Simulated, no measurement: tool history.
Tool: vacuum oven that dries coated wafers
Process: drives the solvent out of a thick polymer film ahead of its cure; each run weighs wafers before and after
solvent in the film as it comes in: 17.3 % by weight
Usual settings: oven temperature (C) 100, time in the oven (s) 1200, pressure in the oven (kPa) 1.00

{"run": 1, "hour": 0.0, "oven temperature (C)": 100, "time in the oven (s)": 1200, "pressure in the oven (kPa)": 1.0, "solvent left in the film (%)": 2.53}
{"run": 2, "hour": 30.1, "oven temperature (C)": 100, "time in the oven (s)": 1200, "pressure in the oven (kPa)": 1.0, "solvent left in the film (%)": 2.56}
{"run": 3, "hour": 65.4, "oven temperature (C)": 100, "time in the oven (s)": 1200, "pressure in the oven (kPa)": 1.0, "solvent left in the film (%)": 2.56}
{"run": 4, "hour": 94.6, "oven temperature (C)": 100, "time in the oven (s)": 1200, "pressure in the oven (kPa)": 1.0, "solvent left in the film (%)": 2.54}
{"run": 5, "hour": 132.4, "oven temperature (C)": 100, "time in the oven (s)": 1200, "pressure in the oven (kPa)": 1.0, "solvent left in the film (%)": 2.61}
{"run": 6, "hour": 164.6, "oven temperature (C)": 100, "time in the oven (s)": 1200, "pressure in the oven (kPa)": 1.0, "solvent left in the film (%)": 2.55}
{"run": 7, "hour": 200.0, "oven temperature (C)": 100, "time in the oven (s)": 1200, "pressure in the oven (kPa)": 1.0, "solvent left in the film (%)": 2.58}
{"run": 8, "hour": 222.5, "oven temperature (C)": 100, "time in the oven (s)": 1200, "pressure in the oven (kPa)": 1.0, "solvent left in the film (%)": 2.58}
{"run": 9, "hour": 244.5, "oven temperature (C)": 100, "time in the oven (s)": 1200, "pressure in the oven (kPa)": 1.31, "solvent left in the film (%)": 2.7}
{"run": 10, "hour": 271.0, "oven temperature (C)": 100, "time in the oven (s)": 1200, "pressure in the oven (kPa)": 1.31, "solvent left in the film (%)": 2.74}
{"run": 11, "hour": 300.3, "oven temperature (C)": 100, "time in the oven (s)": 1200, "pressure in the oven (kPa)": 1.0, "solvent left in the film (%)": 2.65}
{"run": 12, "hour": 331.9, "oven temperature (C)": 100, "time in the oven (s)": 1200, "pressure in the oven (kPa)": 1.0, "solvent left in the film (%)": 2.61}
{"run": 13, "hour": 376.4, "oven temperature (C)": 100, "time in the oven (s)": 1200, "pressure in the oven (kPa)": 1.0, "solvent left in the film (%)": 2.65}
{"run": 14, "hour": 402.8, "oven temperature (C)": 100, "time in the oven (s)": 1200, "pressure in the oven (kPa)": 2.26, "solvent left in the film (%)": 3.16}
{"run": 15, "hour": 432.7, "oven temperature (C)": 100, "time in the oven (s)": 1200, "pressure in the oven (kPa)": 2.26, "solvent left in the film (%)": 3.2}
{"hour": 473.4, "done": "oven's thermocouples calibrated"}
{"run": 16, "hour": 481.7, "oven temperature (C)": 100, "time in the oven (s)": 1200, "pressure in the oven (kPa)": 2.26, "solvent left in the film (%)": 2.99}
{"run": 17, "hour": 513.8, "oven temperature (C)": 100, "time in the oven (s)": 1200, "pressure in the oven (kPa)": 2.26, "solvent left in the film (%)": 3.03}
{"run": 18, "hour": 539.0, "oven temperature (C)": 93, "time in the oven (s)": 900, "pressure in the oven (kPa)": 3.28, "solvent left in the film (%)": 6.49}
{"hour": 544.0, "done": "vacuum gauge cleaned of residue and calibrated"}
{"run": 19, "hour": 580.6, "oven temperature (C)": 93, "time in the oven (s)": 900, "pressure in the oven (kPa)": 3.28, "solvent left in the film (%)": 6.57}
{"run": 20, "hour": 609.1, "oven temperature (C)": 102, "time in the oven (s)": 900, "pressure in the oven (kPa)": 0.5, "solvent left in the film (%)": 3.02}
{"run": 21, "hour": 648.9, "oven temperature (C)": 97, "time in the oven (s)": 1440, "pressure in the oven (kPa)": 0.6, "solvent left in the film (%)": 2.22}
{"hour": 676.1, "done": "vacuum gauge cleaned of residue and calibrated, once more"}
{"run": 22, "hour": 676.1, "oven temperature (C)": 97, "time in the oven (s)": 1440, "pressure in the oven (kPa)": 0.6, "solvent left in the film (%)": 2.14}
{"run": 23, "hour": 695.4, "oven temperature (C)": 100, "time in the oven (s)": 1200, "pressure in the oven (kPa)": 0.57, "solvent left in the film (%)": 2.24}
{"run": 24, "hour": 720.2, "oven temperature (C)": 106, "time in the oven (s)": 1260, "pressure in the oven (kPa)": 0.57, "solvent left in the film (%)": 1.11}
{"run": 25, "hour": 757.4, "oven temperature (C)": 108, "time in the oven (s)": 960, "pressure in the oven (kPa)": 0.94, "solvent left in the film (%)": 1.67}
{"run": 26, "hour": 779.8, "oven temperature (C)": 114, "time in the oven (s)": 1620, "pressure in the oven (kPa)": 1.52, "solvent left in the film (%)": 0.51}
{"run": 27, "hour": 811.1, "oven temperature (C)": 100, "time in the oven (s)": 660, "pressure in the oven (kPa)": 1.36, "solvent left in the film (%)": 5.25}
{"run": 28, "hour": 838.3, "oven temperature (C)": 100, "time in the oven (s)": 1440, "pressure in the oven (kPa)": 1.36, "solvent left in the film (%)": 2.0}
{"run": 29, "hour": 876.9, "oven temperature (C)": 89, "time in the oven (s)": 1200, "pressure in the oven (kPa)": 1.1, "solvent left in the film (%)": 5.31}
{"run": 30, "hour": 915.7, "oven temperature (C)": 93, "time in the oven (s)": 1860, "pressure in the oven (kPa)": 3.61, "solvent left in the film (%)": 3.83}
{"run": 31, "hour": 947.7, "oven temperature (C)": 93, "time in the oven (s)": 1860, "pressure in the oven (kPa)": 3.61, "solvent left in the film (%)": 3.85}
{"run": 32, "hour": 976.7, "oven temperature (C)": 100, "time in the oven (s)": 600, "pressure in the oven (kPa)": 1.67, "solvent left in the film (%)": 5.89}
{"run": 33, "hour": 999.2, "oven temperature (C)": 100, "time in the oven (s)": 1380, "pressure in the oven (kPa)": 0.51, "solvent left in the film (%)": 1.72}

Hidden state or all else? Some run-to-run changes of solvent left in the film (%), split into what the settings, what came in and random variation would give without the hidden state, and what is left for the hidden state (with any gauge scatter that isn't in both results):
The hidden state here: true wafer temperature over the reading, C; true pressure over the reading, kPa; drift of the gauge itself on solvent_pct, %.
Run 15 -> 16: oven's thermocouples calibrated. solvent left in the film (%) -0.21: hidden state -0.22, all else +0.01.
Run 19 -> 20: oven temperature (C) 93 -> 102, pressure in the oven (kPa) 3.28 -> 0.50. solvent left in the film (%) -3.55: hidden state -0.02, all else -3.53.
Run 21 -> 22: vacuum gauge cleaned of residue and calibrated, once more. solvent left in the film (%) -0.08: hidden state -0.09, all else +0.01.
Run 26 -> 27: oven temperature (C) 114 -> 100, time in the oven (s) 1620 -> 660, pressure in the oven (kPa) 1.52 -> 1.36. solvent left in the film (%) +4.74: hidden state +0.05, all else +4.69.
Run 32 -> 33: time in the oven (s) 600 -> 1380, pressure in the oven (kPa) 1.67 -> 0.51. solvent left in the film (%) -4.17: hidden state -0.02, all else -4.15.
